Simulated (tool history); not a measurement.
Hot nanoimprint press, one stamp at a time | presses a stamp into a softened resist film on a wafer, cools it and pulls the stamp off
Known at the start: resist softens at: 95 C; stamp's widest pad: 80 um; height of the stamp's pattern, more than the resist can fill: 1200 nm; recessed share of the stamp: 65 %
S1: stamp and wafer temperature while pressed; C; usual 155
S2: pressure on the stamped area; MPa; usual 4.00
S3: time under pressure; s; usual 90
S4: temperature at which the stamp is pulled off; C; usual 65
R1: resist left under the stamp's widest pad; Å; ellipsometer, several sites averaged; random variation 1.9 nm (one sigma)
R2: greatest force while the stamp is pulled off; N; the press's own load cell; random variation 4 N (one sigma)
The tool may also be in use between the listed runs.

Run 1, day 0.000: usual settings. Result: R1 2971 Å, R2 192 N.
At day 1.225: stamp cleaned and given a new release coat.
Run 2, day 1.329: usual settings. Result: R1 2982 Å, R2 193 N.
Run 3, day 3.654: usual settings. Result: R1 3018 Å, R2 195 N.
Run 4, day 5.358: usual settings. Result: R1 3007 Å, R2 197 N.
Run 5, day 7.721: usual settings but S2 3.68 MPa. Result: R1 3129 Å, R2 194 N.
Run 6, day 9.483: usual settings but S2 3.68 MPa. Result: R1 3130 Å, R2 198 N.
Run 7, day 10.750: usual settings. Result: R1 2966 Å, R2 195 N.
Run 8, day 12.012: usual settings. Result: R1 2998 Å, R2 196 N.
At day 13.771: press's hydraulic seals changed and the load cell set to zero.
Run 9, day 14.112: usual settings. Result: R1 2973 Å, R2 183 N.
Run 10, day 15.771: usual settings but S1 150 C. Result: R1 3696 Å, R2 192 N.
At day 18.121: stamp cleaned and given a new release coat.
Run 11, day 18.446: usual settings but S1 150 C. Result: R1 3658 Å, R2 195 N.
At day 19.496: plate thermocouple calibrated.
Run 12, day 20.625: usual settings but S1 150 C. Result: R1 3775 Å, R2 194 N.
Run 13, day 21.838: usual settings but S1 150 C. Result: R1 3720 Å, R2 195 N.
Run 14, day 24.142: usual settings but S1 150 C. Result: R1 3737 Å, R2 190 N.
Run 15, day 25.333: usual settings but S1 150 C. Result: R1 3695 Å, R2 190 N.
Run 16, day 26.529: usual settings but S1 150 C. Result: R1 3727 Å, R2 195 N.
Run 17, day 28.200: usual settings but S2 4.20 MPa, S3 54 s, S4 73 C. Result: R1 3457 Å, R2 158 N.
Run 18, day 30.258: usual settings but S2 3.07 MPa. Result: R1 3394 Å, R2 193 N.
Run 19, day 31.788: usual settings but S1 163 C. Result: R1 2137 Å, R2 196 N.
Run 20, day 33.138: usual settings but S1 162 C, S3 174 s. Result: R1 1689 Å, R2 185 N.
At day 34.767: stamp cleaned and given a new release coat.
Run 21, day 35.358: usual settings but S1 158 C, S2 4.32 MPa, S3 91 s, S4 61 C. Result: R1 2511 Å, R2 209 N.
Run 22, day 36.900: usual settings but S1 158 C, S2 4.32 MPa, S3 91 s, S4 61 C. Result: R1 2497 Å, R2 214 N.
Run 23, day 39.125: usual settings but S1 158 C, S2 4.32 MPa, S3 83 s, S4 68 C. Result: R1 2597 Å, R2 179 N.
Run 24, day 40.471: usual settings but S1 164 C, S2 4.64 MPa, S3 48 s, S4 53 C. Result: R1 2436 Å, R2 247 N.
Run 25, day 42.838: usual settings but S1 152 C, S3 95 s, S4 60 C. Result: R1 3347 Å, R2 217 N.
Run 26, day 45.017: usual settings but S2 3.60 MPa, S3 65 s. Result: R1 3529 Å, R2 194 N.
Run 27, day 46.271: usual settings but S2 3.60 MPa, S3 65 s. Result: R1 3566 Å, R2 194 N.
Run 28, day 47.550: usual settings. Result: R1 2994 Å, R2 194 N.
At day 48.008: plate thermocouple calibrated.
Run 29, day 50.125: usual settings but S1 152 C, S2 2.82 MPa, S4 54 C. Result: R1 3983 Å, R2 246 N.

3 ways to go on from here, each from the tool as it stands after run 29. What would each give?
At day 51.429: stamp cleaned and given a new release coat.
Run A, day 52.008: usual settings but S1 160 C, S2 5.21 MPa, S4 71 C. Result: R1 ?, R2 ?.
At day 51.429: stamp cleaned and given a new release coat.
Run B, day 52.008: usual settings but S2 3.68 MPa, S3 69 s. Result: R1 ?, R2 ?.
At day 51.429: stamp cleaned and given a new release coat.
Run C, day 52.008: usual settings but S1 152 C, S2 2.82 MPa, S3 129 s, S4 54 C. Result: R1 ?, R2 ?.

run    R1   R2
  A  2108  172
  B  3425  197
  C  3557  243
Without the tool's hidden state the same runs would have given:
run    R1   R2
  A  2106  172
  B  3424  197
  C  3557  243

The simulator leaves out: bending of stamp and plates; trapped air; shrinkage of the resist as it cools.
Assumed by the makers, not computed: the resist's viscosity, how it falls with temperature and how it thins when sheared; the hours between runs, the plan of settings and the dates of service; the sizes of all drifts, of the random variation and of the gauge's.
